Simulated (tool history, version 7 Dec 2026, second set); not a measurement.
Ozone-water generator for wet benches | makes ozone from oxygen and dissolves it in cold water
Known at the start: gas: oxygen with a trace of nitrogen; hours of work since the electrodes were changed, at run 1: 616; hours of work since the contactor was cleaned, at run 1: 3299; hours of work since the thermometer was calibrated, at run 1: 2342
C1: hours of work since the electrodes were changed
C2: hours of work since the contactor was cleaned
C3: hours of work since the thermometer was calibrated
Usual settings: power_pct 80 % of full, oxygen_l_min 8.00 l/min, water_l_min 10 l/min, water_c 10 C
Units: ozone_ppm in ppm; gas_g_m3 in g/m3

{"run": 1, "hour": 0.0, "power_pct": 80, "oxygen_l_min": 8.0, "water_l_min": 10, "water_c": 10, "C1": 616, "C2": 3299, "C3": 2342, "ozone_ppm": 50.8, "gas_g_m3": 294.6}
{"run": 2, "hour": 58.9, "power_pct": 52, "oxygen_l_min": 8.0, "water_l_min": 10, "water_c": 10, "C1": 655, "C2": 3338, "C3": 2381, "ozone_ppm": 34.0, "gas_g_m3": 199.5}
{"run": 3, "hour": 191.8, "power_pct": 80, "oxygen_l_min": 8.0, "water_l_min": 10, "water_c": 10, "C1": 742, "C2": 3425, "C3": 2468, "ozone_ppm": 51.1, "gas_g_m3": 294.0}
{"run": 4, "hour": 261.6, "power_pct": 80, "oxygen_l_min": 4.52, "water_l_min": 10, "water_c": 10, "C1": 788, "C2": 3471, "C3": 2514, "ozone_ppm": 57.9, "gas_g_m3": 420.1}
{"run": 5, "hour": 330.1, "power_pct": 80, "oxygen_l_min": 4.52, "water_l_min": 10, "water_c": 10, "C1": 833, "C2": 3516, "C3": 2559, "ozone_ppm": 57.2, "gas_g_m3": 420.5}
{"run": 6, "hour": 403.9, "power_pct": 80, "oxygen_l_min": 4.52, "water_l_min": 10, "water_c": 10, "C1": 882, "C2": 3565, "C3": 2608, "ozone_ppm": 57.6, "gas_g_m3": 420.3}
{"run": 7, "hour": 491.2, "power_pct": 80, "oxygen_l_min": 4.52, "water_l_min": 10, "water_c": 10, "C1": 939, "C2": 3622, "C3": 2665, "ozone_ppm": 57.6, "gas_g_m3": 415.0}
{"run": 8, "hour": 606.8, "power_pct": 80, "oxygen_l_min": 4.52, "water_l_min": 10, "water_c": 10, "C1": 1015, "C2": 3698, "C3": 2741, "ozone_ppm": 56.8, "gas_g_m3": 417.5}
{"run": 9, "hour": 678.4, "power_pct": 80, "oxygen_l_min": 4.52, "water_l_min": 10, "water_c": 10, "C1": 1062, "C2": 3745, "C3": 2788, "ozone_ppm": 57.4, "gas_g_m3": 419.4}
{"run": 10, "hour": 763.2, "power_pct": 80, "oxygen_l_min": 8.0, "water_l_min": 10, "water_c": 10, "C1": 1118, "C2": 3801, "C3": 2844, "ozone_ppm": 50.9, "gas_g_m3": 290.8}
{"run": 11, "hour": 853.4, "power_pct": 80, "oxygen_l_min": 8.0, "water_l_min": 10, "water_c": 10, "C1": 1177, "C2": 3860, "C3": 2903, "ozone_ppm": 50.2, "gas_g_m3": 291.6}
{"run": 12, "hour": 954.5, "power_pct": 80, "oxygen_l_min": 8.0, "water_l_min": 10, "water_c": 10, "C1": 1244, "C2": 3927, "C3": 2970, "ozone_ppm": 50.1, "gas_g_m3": 290.5}
{"run": 13, "hour": 1036.0, "power_pct": 80, "oxygen_l_min": 8.0, "water_l_min": 10, "water_c": 10, "C1": 1297, "C2": 3980, "C3": 3023, "ozone_ppm": 50.2, "gas_g_m3": 290.4}
{"run": 14, "hour": 1140.2, "power_pct": 80, "oxygen_l_min": 8.0, "water_l_min": 7, "water_c": 10, "C1": 1366, "C2": 4049, "C3": 3092, "ozone_ppm": 61.9, "gas_g_m3": 290.5}
{"run": 15, "hour": 1197.0, "power_pct": 68, "oxygen_l_min": 12.45, "water_l_min": 10, "water_c": 10, "C1": 1403, "C2": 4086, "C3": 3129, "ozone_ppm": 37.2, "gas_g_m3": 187.7}
{"run": 16, "hour": 1288.9, "power_pct": 44, "oxygen_l_min": 12.45, "water_l_min": 8, "water_c": 10, "C1": 1464, "C2": 4146, "C3": 3190, "ozone_ppm": 27.7, "gas_g_m3": 126.7}
{"run": 17, "hour": 1376.6, "power_pct": 97, "oxygen_l_min": 11.24, "water_l_min": 8, "water_c": 12, "C1": 1521, "C2": 4204, "C3": 3247, "ozone_ppm": 57.3, "gas_g_m3": 279.8}
{"run": 18, "hour": 1468.8, "power_pct": 58, "oxygen_l_min": 10.2, "water_l_min": 8, "water_c": 16, "C1": 1582, "C2": 4265, "C3": 3308, "ozone_ppm": 34.0, "gas_g_m3": 188.0}
{"run": 19, "hour": 1540.4, "power_pct": 57, "oxygen_l_min": 4.71, "water_l_min": 8, "water_c": 12, "C1": 1629, "C2": 4312, "C3": 3355, "ozone_ppm": 47.1, "gas_g_m3": 299.8}
{"run": 20, "hour": 1602.0, "power_pct": 57, "oxygen_l_min": 4.71, "water_l_min": 8, "water_c": 12, "C1": 1669, "C2": 4352, "C3": 3396, "ozone_ppm": 47.2, "gas_g_m3": 298.6}
{"run": 21, "hour": 1672.1, "power_pct": 72, "oxygen_l_min": 4.51, "water_l_min": 16, "water_c": 6, "C1": 1716, "C2": 4398, "C3": 3442, "ozone_ppm": 36.8, "gas_g_m3": 377.0}
{"run": 22, "hour": 1739.4, "power_pct": 97, "oxygen_l_min": 4.82, "water_l_min": 16, "water_c": 6, "C1": 1760, "C2": 4443, "C3": 3486, "ozone_ppm": 48.4, "gas_g_m3": 472.7}
{"run": 23, "hour": 1846.3, "power_pct": 67, "oxygen_l_min": 11.34, "water_l_min": 9, "water_c": 6, "C1": 1830, "C2": 4513, "C3": 3556, "ozone_ppm": 44.3, "gas_g_m3": 198.4}
{"run": 24, "hour": 1953.7, "power_pct": 67, "oxygen_l_min": 9.37, "water_l_min": 9, "water_c": 12, "C1": 1901, "C2": 4584, "C3": 3627, "ozone_ppm": 40.6, "gas_g_m3": 222.3}
{"run": 25, "hour": 2079.2, "power_pct": 80, "oxygen_l_min": 8.65, "water_l_min": 10, "water_c": 14, "C1": 1983, "C2": 4666, "C3": 3709, "ozone_ppm": 44.8, "gas_g_m3": 275.1}
{"hour": 2128.1, "done": "water thermometer calibrated"}
{"run": 26, "hour": 2204.3, "power_pct": 67, "oxygen_l_min": 14.27, "water_l_min": 8, "water_c": 8, "C1": 2065, "C2": 4748, "C3": 50, "ozone_ppm": 40.4, "gas_g_m3": 170.4}
{"run": 27, "hour": 2310.4, "power_pct": 92, "oxygen_l_min": 13.5, "water_l_min": 10, "water_c": 6, "C1": 2135, "C2": 4818, "C3": 120, "ozone_ppm": 51.7, "gas_g_m3": 234.0}
{"run": 28, "hour": 2404.6, "power_pct": 92, "oxygen_l_min": 13.5, "water_l_min": 10, "water_c": 6, "C1": 2197, "C2": 4880, "C3": 182, "ozone_ppm": 51.7, "gas_g_m3": 233.0}

Forecast each of these 4 alternatives for the next run:
{"run": "A", "hour": 2469.4, "power_pct": 51, "oxygen_l_min": 8.0, "water_l_min": 15, "water_c": 13, "C1": 2240, "C2": 4922, "C3": 224, "ozone_ppm": "?", "gas_g_m3": "?"}
{"run": "B", "hour": 2469.4, "power_pct": 63, "oxygen_l_min": 7.39, "water_l_min": 10, "water_c": 15, "C1": 2240, "C2": 4922, "C3": 224, "ozone_ppm": "?", "gas_g_m3": "?"}
{"run": "C", "hour": 2469.4, "power_pct": 98, "oxygen_l_min": 4.26, "water_l_min": 8, "water_c": 6, "C1": 2240, "C2": 4922, "C3": 224, "ozone_ppm": "?", "gas_g_m3": "?"}
{"run": "D", "hour": 2469.4, "power_pct": 59, "oxygen_l_min": 8.0, "water_l_min": 10, "water_c": 10, "C1": 2240, "C2": 4922, "C3": 224, "ozone_ppm": "?", "gas_g_m3": "?"}

run=A ozone_ppm=23.7 gas_g_m3=191.8
run=B ozone_ppm=37.2 gas_g_m3=244.5
run=C ozone_ppm=85.6 gas_g_m3=514.3
run=D ozone_ppm=37.6 gas_g_m3=218.4
Without the tool's hidden state the same runs would have given:
run=A ozone_ppm=24.8 gas_g_m3=194.3
run=B ozone_ppm=39.0 gas_g_m3=248.6
run=C ozone_ppm=90.2 gas_g_m3=526.8
run=D ozone_ppm=39.4 gas_g_m3=221.9
